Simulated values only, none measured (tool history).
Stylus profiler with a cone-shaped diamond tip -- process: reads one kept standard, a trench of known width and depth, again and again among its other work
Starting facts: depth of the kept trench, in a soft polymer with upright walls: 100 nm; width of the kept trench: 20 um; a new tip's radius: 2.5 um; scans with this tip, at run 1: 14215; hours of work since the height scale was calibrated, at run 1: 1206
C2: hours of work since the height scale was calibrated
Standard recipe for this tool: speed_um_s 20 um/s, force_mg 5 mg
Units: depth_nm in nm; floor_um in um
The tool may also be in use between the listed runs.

{"run": 1, "hour": 0.0, "speed_um_s": 20, "force_mg": 5, "scans with this tip": 14215, "C2": 1206, "depth_nm": 102.06, "floor_um": 17.55}
{"run": 2, "hour": 104.2, "speed_um_s": 20, "force_mg": 5, "scans with this tip": 14975, "C2": 1270, "depth_nm": 102.03, "floor_um": 17.47}
{"run": 3, "hour": 197.8, "speed_um_s": 13, "force_mg": 5, "scans with this tip": 15658, "C2": 1328, "depth_nm": 102.04, "floor_um": 17.46}
{"run": 4, "hour": 271.6, "speed_um_s": 20, "force_mg": 1.78, "scans with this tip": 16197, "C2": 1374, "depth_nm": 101.23, "floor_um": 17.29}
{"run": 5, "hour": 358.0, "speed_um_s": 32, "force_mg": 5, "scans with this tip": 16827, "C2": 1428, "depth_nm": 102.09, "floor_um": 17.35}
{"run": 6, "hour": 420.3, "speed_um_s": 32, "force_mg": 5, "scans with this tip": 17282, "C2": 1466, "depth_nm": 102.07, "floor_um": 17.32}
{"hour": 467.3, "done": "new tip fitted, height scale calibrated"}
{"run": 7, "hour": 473.5, "speed_um_s": 32, "force_mg": 5, "scans with this tip": 46, "C2": 4, "depth_nm": 101.67, "floor_um": 18.52}
{"run": 8, "hour": 534.1, "speed_um_s": 32, "force_mg": 5, "scans with this tip": 488, "C2": 41, "depth_nm": 101.67, "floor_um": 18.43}
{"run": 9, "hour": 595.6, "speed_um_s": 20, "force_mg": 5, "scans with this tip": 937, "C2": 79, "depth_nm": 101.74, "floor_um": 18.47}
{"run": 10, "hour": 645.0, "speed_um_s": 20, "force_mg": 5, "scans with this tip": 1297, "C2": 110, "depth_nm": 101.73, "floor_um": 18.43}
{"run": 11, "hour": 690.0, "speed_um_s": 20, "force_mg": 2.8, "scans with this tip": 1626, "C2": 138, "depth_nm": 101.15, "floor_um": 18.34}
{"run": 12, "hour": 749.5, "speed_um_s": 20, "force_mg": 2.8, "scans with this tip": 2060, "C2": 175, "depth_nm": 101.14, "floor_um": 18.31}
{"run": 13, "hour": 817.4, "speed_um_s": 20, "force_mg": 3.56, "scans with this tip": 2556, "C2": 217, "depth_nm": 101.38, "floor_um": 18.31}
{"run": 14, "hour": 884.5, "speed_um_s": 20, "force_mg": 5, "scans with this tip": 3046, "C2": 258, "depth_nm": 101.74, "floor_um": 18.25}
{"run": 15, "hour": 940.6, "speed_um_s": 20, "force_mg": 5, "scans with this tip": 3455, "C2": 293, "depth_nm": 101.76, "floor_um": 18.24}
{"run": 16, "hour": 1045.2, "speed_um_s": 20, "force_mg": 5, "scans with this tip": 4218, "C2": 358, "depth_nm": 101.8, "floor_um": 18.11}
{"run": 17, "hour": 1122.9, "speed_um_s": 20, "force_mg": 5, "scans with this tip": 4786, "C2": 406, "depth_nm": 101.83, "floor_um": 18.12}
{"run": 18, "hour": 1224.6, "speed_um_s": 20, "force_mg": 5, "scans with this tip": 5528, "C2": 469, "depth_nm": 101.79, "floor_um": 18.06}
{"run": 19, "hour": 1322.3, "speed_um_s": 20, "force_mg": 5, "scans with this tip": 6241, "C2": 529, "depth_nm": 101.82, "floor_um": 18.01}
{"run": 20, "hour": 1395.5, "speed_um_s": 22, "force_mg": 4.84, "scans with this tip": 6775, "C2": 575, "depth_nm": 101.82, "floor_um": 17.98}
{"run": 21, "hour": 1489.8, "speed_um_s": 22, "force_mg": 4.84, "scans with this tip": 7463, "C2": 633, "depth_nm": 101.81, "floor_um": 17.87}
{"run": 22, "hour": 1595.7, "speed_um_s": 22, "force_mg": 4.84, "scans with this tip": 8236, "C2": 699, "depth_nm": 101.86, "floor_um": 17.87}
{"run": 23, "hour": 1703.2, "speed_um_s": 22, "force_mg": 4.84, "scans with this tip": 9021, "C2": 765, "depth_nm": 101.85, "floor_um": 17.8}
{"run": 24, "hour": 1787.6, "speed_um_s": 22, "force_mg": 4.84, "scans with this tip": 9637, "C2": 818, "depth_nm": 101.89, "floor_um": 17.73}
{"run": 25, "hour": 1873.7, "speed_um_s": 7, "force_mg": 4.4, "scans with this tip": 10266, "C2": 871, "depth_nm": 101.77, "floor_um": 17.77}
{"run": 26, "hour": 1976.4, "speed_um_s": 7, "force_mg": 4.4, "scans with this tip": 11015, "C2": 934, "depth_nm": 101.81, "floor_um": 17.71}
{"run": 27, "hour": 2064.6, "speed_um_s": 14, "force_mg": 5.14, "scans with this tip": 11659, "C2": 989, "depth_nm": 101.98, "floor_um": 17.65}
{"run": 28, "hour": 2127.0, "speed_um_s": 14, "force_mg": 2.18, "scans with this tip": 12114, "C2": 1028, "depth_nm": 101.21, "floor_um": 17.61}
{"run": 29, "hour": 2229.2, "speed_um_s": 14, "force_mg": 2.18, "scans with this tip": 12860, "C2": 1091, "depth_nm": 101.26, "floor_um": 17.54}
{"run": 30, "hour": 2280.6, "speed_um_s": 13, "force_mg": 3.46, "scans with this tip": 13235, "C2": 1123, "depth_nm": 101.68, "floor_um": 17.58}
{"run": 31, "hour": 2336.9, "speed_um_s": 13, "force_mg": 13.8, "scans with this tip": 13646, "C2": 1158, "depth_nm": 103.67, "floor_um": 17.57}
{"run": 32, "hour": 2394.3, "speed_um_s": 13, "force_mg": 13.8, "scans with this tip": 14065, "C2": 1193, "depth_nm": 103.66, "floor_um": 17.54}
{"run": 33, "hour": 2453.9, "speed_um_s": 55, "force_mg": 1.75, "scans with this tip": 14500, "C2": 1230, "depth_nm": 101.15, "floor_um": 17.19}
{"run": 34, "hour": 2548.4, "speed_um_s": 38, "force_mg": 6.5, "scans with this tip": 15190, "C2": 1289, "depth_nm": 102.38, "floor_um": 17.35}
{"run": 35, "hour": 2595.8, "speed_um_s": 38, "force_mg": 6.5, "scans with this tip": 15536, "C2": 1318, "depth_nm": 102.34, "floor_um": 17.29}
{"run": 36, "hour": 2674.7, "speed_um_s": 38, "force_mg": 6.5, "scans with this tip": 16112, "C2": 1367, "depth_nm": 102.37, "floor_um": 17.31}
{"run": 37, "hour": 2728.7, "speed_um_s": 38, "force_mg": 6.5, "scans with this tip": 16506, "C2": 1400, "depth_nm": 102.39, "floor_um": 17.32}

Consider 3 possible next runs. They are alternatives, not a sequence: every one starts from the tool as it was left by run 37. What does each give?
{"run": "A", "hour": 2800.5, "speed_um_s": 38, "force_mg": 8.23, "scans with this tip": 17030, "C2": 1445, "depth_nm": "?", "floor_um": "?"}
{"run": "B", "hour": 2800.5, "speed_um_s": 13, "force_mg": 4.79, "scans with this tip": 17030, "C2": 1445, "depth_nm": "?", "floor_um": "?"}
{"run": "C", "hour": 2800.5, "speed_um_s": 8, "force_mg": 9.47, "scans with this tip": 17030, "C2": 1445, "depth_nm": "?", "floor_um": "?"}

run=A depth_nm=102.73 floor_um=17.25
run=B depth_nm=102.05 floor_um=17.34
run=C depth_nm=102.97 floor_um=17.37
Take away the tool's hidden state, keep each run's random variation, and the runs would have read:
run=A depth_nm=102.32 floor_um=18.44
run=B depth_nm=101.64 floor_um=18.53
run=C depth_nm=102.56 floor_um=18.56

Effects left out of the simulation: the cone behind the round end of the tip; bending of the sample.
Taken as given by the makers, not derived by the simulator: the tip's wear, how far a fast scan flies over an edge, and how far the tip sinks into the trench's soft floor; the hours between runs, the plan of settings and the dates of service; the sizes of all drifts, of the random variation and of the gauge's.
